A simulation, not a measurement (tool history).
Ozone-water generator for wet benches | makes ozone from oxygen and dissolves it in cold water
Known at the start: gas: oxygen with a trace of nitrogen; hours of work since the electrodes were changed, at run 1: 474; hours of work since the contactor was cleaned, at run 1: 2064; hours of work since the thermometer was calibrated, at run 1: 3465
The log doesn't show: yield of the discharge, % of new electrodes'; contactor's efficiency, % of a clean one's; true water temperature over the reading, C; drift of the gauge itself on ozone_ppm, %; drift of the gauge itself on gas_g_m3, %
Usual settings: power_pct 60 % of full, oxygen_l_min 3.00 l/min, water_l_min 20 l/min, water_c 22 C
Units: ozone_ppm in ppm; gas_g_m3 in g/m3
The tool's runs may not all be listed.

| run | day | power_pct | oxygen_l_min | water_l_min | water_c | hours of work since the electrodes were changed | hours of work since the contactor was cleaned | hours of work since the thermometer was calibrated | ozone_ppm | gas_g_m3 |
|---|---|---|---|---|---|---|---|---|---|---|
| 1 | 0.000 | 60 | 3.00 | 20 | 22 | 474 | 2064 | 3465 | 19.3 | 236.2 |
| 2 | 5.062 | 60 | 1.57 | 20 | 22 | 575 | 2165 | 3566 | 17.1 | 337.8 |
| 3 | 8.388 | 60 | 3.00 | 20 | 22 | 642 | 2231 | 3633 | 19.6 | 237.3 |
| 4 | 11.479 | 60 | 3.00 | 20 | 22 | 704 | 2293 | 3695 | 19.4 | 240.4 |
| 5 | 16.271 | 60 | 3.00 | 20 | 19 | 800 | 2389 | 3791 | 20.1 | 239.0 |
| 6 | 22.600 | 60 | 3.00 | 16 | 22 | 926 | 2516 | 3917 | 23.3 | 239.6 |
| 7 | 26.996 | 60 | 3.00 | 20 | 22 | 1014 | 2603 | 4005 | 19.3 | 240.1 |
| 8 | 29.771 | 57 | 3.00 | 20 | 22 | 1069 | 2659 | 4060 | 18.7 | 230.4 |
| 9 | 36.167 | 57 | 3.00 | 20 | 22 | 1197 | 2787 | 4188 | 18.5 | 229.6 |
| 10 | 39.575 | 57 | 1.97 | 20 | 22 | 1265 | 2855 | 4256 | 17.2 | 294.0 |
|  | 44.138 | water thermometer calibrated |
| 11 | 44.175 | 57 | 1.97 | 20 | 22 | 1357 | 2946 | 1 | 17.2 | 290.4 |
| 12 | 48.038 | 60 | 3.00 | 17 | 22 | 1434 | 3024 | 78 | 22.3 | 243.3 |
| 13 | 53.542 | 60 | 2.39 | 20 | 22 | 1544 | 3134 | 188 | 18.9 | 276.7 |
| 14 | 56.717 | 60 | 2.39 | 20 | 22 | 1608 | 3197 | 251 | 19.0 | 276.0 |
| 15 | 60.575 | 60 | 3.97 | 20 | 22 | 1685 | 3274 | 329 | 20.0 | 212.8 |
|  | 64.521 | gauge calibrated |
| 16 | 65.383 | 60 | 3.00 | 21 | 22 | 1781 | 3370 | 425 | 18.8 | 239.8 |
| 17 | 70.071 | 60 | 3.24 | 20 | 22 | 1875 | 3464 | 518 | 19.3 | 229.4 |
| 18 | 73.396 | 60 | 3.24 | 20 | 22 | 1941 | 3531 | 585 | 19.5 | 229.2 |
| 19 | 78.246 | 66 | 5.15 | 22 | 17 | 2038 | 3628 | 682 | 21.9 | 195.5 |
| 20 | 84.050 | 42 | 2.83 | 22 | 17 | 2154 | 3744 | 798 | 13.7 | 179.6 |
| 21 | 90.583 | 60 | 2.71 | 12 | 22 | 2285 | 3874 | 928 | 28.7 | 255.0 |
| 22 | 96.979 | 41 | 3.42 | 28 | 23 | 2412 | 4002 | 1056 | 10.5 | 160.8 |
| 23 | 102.946 | 60 | 3.00 | 22 | 22 | 2532 | 4121 | 1176 | 17.8 | 244.6 |
| 24 | 108.171 | 47 | 3.00 | 22 | 22 | 2636 | 4226 | 1280 | 14.4 | 195.2 |
| 25 | 113.617 | 47 | 3.00 | 22 | 22 | 2745 | 4335 | 1389 | 14.4 | 195.6 |
| 26 | 120.271 | 46 | 3.62 | 12 | 15 | 2878 | 4468 | 1522 | 25.1 | 174.7 |
| 27 | 126.500 | 49 | 3.00 | 20 | 18 | 3003 | 4592 | 1646 | 17.1 | 203.0 |
| 28 | 132.633 | 60 | 4.25 | 20 | 17 | 3125 | 4715 | 1769 | 21.3 | 204.4 |
| 29 | 139.162 | 60 | 4.25 | 20 | 17 | 3256 | 4845 | 1900 | 21.3 | 203.2 |
| 30 | 144.921 | 60 | 4.25 | 20 | 17 | 3371 | 4960 | 2015 | 21.5 | 200.7 |
| 31 | 150.621 | 60 | 4.25 | 20 | 17 | 3485 | 5074 | 2129 | 21.1 | 205.7 |
| 32 | 154.271 | 60 | 4.25 | 20 | 17 | 3558 | 5147 | 2202 | 21.3 | 206.1 |
| 33 | 157.650 | 60 | 4.25 | 20 | 17 | 3625 | 5215 | 2269 | 21.4 | 206.0 |
| 34 | 164.092 | 60 | 3.00 | 26 | 22 | 3754 | 5344 | 2398 | 15.3 | 248.0 |

Hidden state at the last listed run before each entry between runs and at the first one after, where it differs:
Between runs 10 and 11: water thermometer calibrated (day 44.138)
  drift of the gauge itself on gas_g_m3, %: 1.83 -> 2.04
  measured less the result without the state, gas_g_m3: +5.2 -> +5.7 g/m3
Between runs 15 and 16: gauge calibrated (day 64.521)
  drift of the gauge itself on gas_g_m3, %: 2.79 -> 0.04
  measured less the result without the state, gas_g_m3: +5.7 -> +0.0 g/m3
